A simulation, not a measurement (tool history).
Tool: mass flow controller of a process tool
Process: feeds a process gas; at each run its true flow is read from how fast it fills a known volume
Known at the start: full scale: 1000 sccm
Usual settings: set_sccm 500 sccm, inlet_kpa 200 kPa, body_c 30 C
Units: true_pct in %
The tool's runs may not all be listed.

run 1 hour=0 | set_sccm=500 inlet_kpa=200 body_c=30 | true_pct=98.56
run 2 hour=240.5 | set_sccm=500 inlet_kpa=200 body_c=30 | true_pct=98.59
run 3 hour=449.3 | set_sccm=557 inlet_kpa=200 body_c=30 | true_pct=98.73
run 4 hour=671.9 | set_sccm=557 inlet_kpa=200 body_c=30 | true_pct=98.73
run 5 hour=1002.7 | set_sccm=557 inlet_kpa=200 body_c=30 | true_pct=98.7
run 6 hour=1385.1 | set_sccm=557 inlet_kpa=173 body_c=22 | true_pct=99.63

Forecast run 7:
-- hour=1407.3 controller's zero set anew
run 7 hour=1721.8 | set_sccm=557 inlet_kpa=142 body_c=22 | true_pct=?

Run 7 gave true_pct 100.11 %.
Without the tool's hidden state the same run would have given true_pct 99.35 %.

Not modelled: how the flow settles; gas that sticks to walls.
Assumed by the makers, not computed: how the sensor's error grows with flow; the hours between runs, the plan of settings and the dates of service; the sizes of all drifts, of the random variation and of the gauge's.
